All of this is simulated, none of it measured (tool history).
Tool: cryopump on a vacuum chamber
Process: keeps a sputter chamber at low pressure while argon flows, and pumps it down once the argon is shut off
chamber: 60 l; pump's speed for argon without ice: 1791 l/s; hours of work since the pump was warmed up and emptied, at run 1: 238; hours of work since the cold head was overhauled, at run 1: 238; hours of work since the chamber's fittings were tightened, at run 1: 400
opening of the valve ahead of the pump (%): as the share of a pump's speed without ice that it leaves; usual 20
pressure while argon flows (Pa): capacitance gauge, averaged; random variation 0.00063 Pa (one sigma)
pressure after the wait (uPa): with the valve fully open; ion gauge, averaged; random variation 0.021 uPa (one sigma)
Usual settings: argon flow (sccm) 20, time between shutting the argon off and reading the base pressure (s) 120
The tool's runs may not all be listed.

run   hour  argon flow (sccm)  time between shutting the argon off and reading the base pressure (s)  opening of the valve ahead of the pump (%)  hours of work since the pump was warmed up and emptied  hours of work since the cold head was overhauled  hours of work since the chamber's fittings were tightened  pressure while argon flows (Pa)  pressure after the wait (uPa)
  1      0                 20                                                                    120                                          20                                                     238                                               238                                                        400                           0.0975                           0.55
  2    9.4                 20                                                                    120                                          20                                                     243                                               243                                                        405                           0.0967                           0.58
  3   19.9                 20                                                                    120                                          20                                                     248                                               248                                                        411                           0.0973                           0.57
  4   34.1                 15                                                                    120                                          20                                                     256                                               256                                                        419                           0.0731                           0.55
  5   43.3                 15                                                                     37                                          20                                                     261                                               261                                                        424                           0.0728                           1.18
  6   58.1                 15                                                                     37                                          20                                                     269                                               269                                                        431                           0.0732                           1.18
  7   71.3                 15                                                                     37                                          36                                                     276                                               276                                                        439                           0.0416                           1.18
  8   86.6                 15                                                                     37                                          36                                                     285                                               285                                                        447                           0.0412                           1.16
  9  104.4                 15                                                                     37                                          36                                                     294                                               294                                                        457                           0.0417                           1.18
 10  118.6                 11                                                                    120                                          20                                                     302                                               302                                                        464                           0.0548                           0.56
 11  139.7                 20                                                                    120                                          53                                                     313                                               313                                                        476                           0.0409                            0.6
 12  156.9                 20                                                                    120                                          53                                                     323                                               323                                                        485                            0.039                           0.62
 13  172.6                 20                                                                    120                                          53                                                     331                                               331                                                        494                           0.0406                           0.58
 14  185.5                 20                                                                    120                                          53                                                     338                                               338                                                        500                           0.0402                           0.63
 15  207.6                 20                                                                    258                                          25                                                     350                                               350                                                        512                           0.0792                           0.51
 16  224.6                 20                                                                    258                                          25                                                     359                                               359                                                        522                           0.0803                           0.47
 17  245.8                 20                                                                    258                                          25                                                     371                                               371                                                        533                           0.0789                            0.5
 18  257.4                 15                                                                    258                                          25                                                     377                                               377                                                        539                           0.0602                           0.47
 19  269.6                 26                                                                     34                                          18                                                     384                                               384                                                        546                           0.1435                           1.22
 20  288.1                 20                                                                    120                                          19                                                     394                                               394                                                        556                           0.1039                           0.62
     313.5  -- pump warmed up, emptied and cooled again
 21    314                 20                                                                    120                                          19                                                       0                                               405                                                        567                           0.0992                           0.56
 22  328.2                 20                                                                    120                                          19                                                       8                                               413                                                        575                           0.0995                           0.51
 23  343.3                 13                                                                     40                                          32                                                      16                                               421                                                        583                           0.0383                           1.06
 24  353.3                 13                                                                    237                                          38                                                      22                                               426                                                        589                            0.033                           0.44
 25  374.4                 36                                                                    237                                          38                                                      33                                               438                                                        600                           0.0909                           0.43
 26  394.2                 36                                                                    237                                          38                                                      44                                               448                                                        611                           0.0905                           0.48

Forecast each of these 3 alternatives for the next run:
  A  405.6                 23                                                                     39                                          38                                                      50                                               455                                                        617                                ?                              ?
  B  405.6                 34                                                                     46                                          19                                                      50                                               455                                                        617                                ?                              ?
  C  405.6                 20                                                                     92                                          17                                                      50                                               455                                                        617                                ?                              ?

run  pressure while argon flows (Pa)  pressure after the wait (uPa)
  A                           0.0577                           1.13
  B                           0.1701                           1.04
  C                           0.1121                           0.66
Without the tool's hidden state the same runs would have given:
run  pressure while argon flows (Pa)  pressure after the wait (uPa)
  A                           0.0568                           0.97
  B                           0.1687                           0.88
  C                           0.1113                           0.49

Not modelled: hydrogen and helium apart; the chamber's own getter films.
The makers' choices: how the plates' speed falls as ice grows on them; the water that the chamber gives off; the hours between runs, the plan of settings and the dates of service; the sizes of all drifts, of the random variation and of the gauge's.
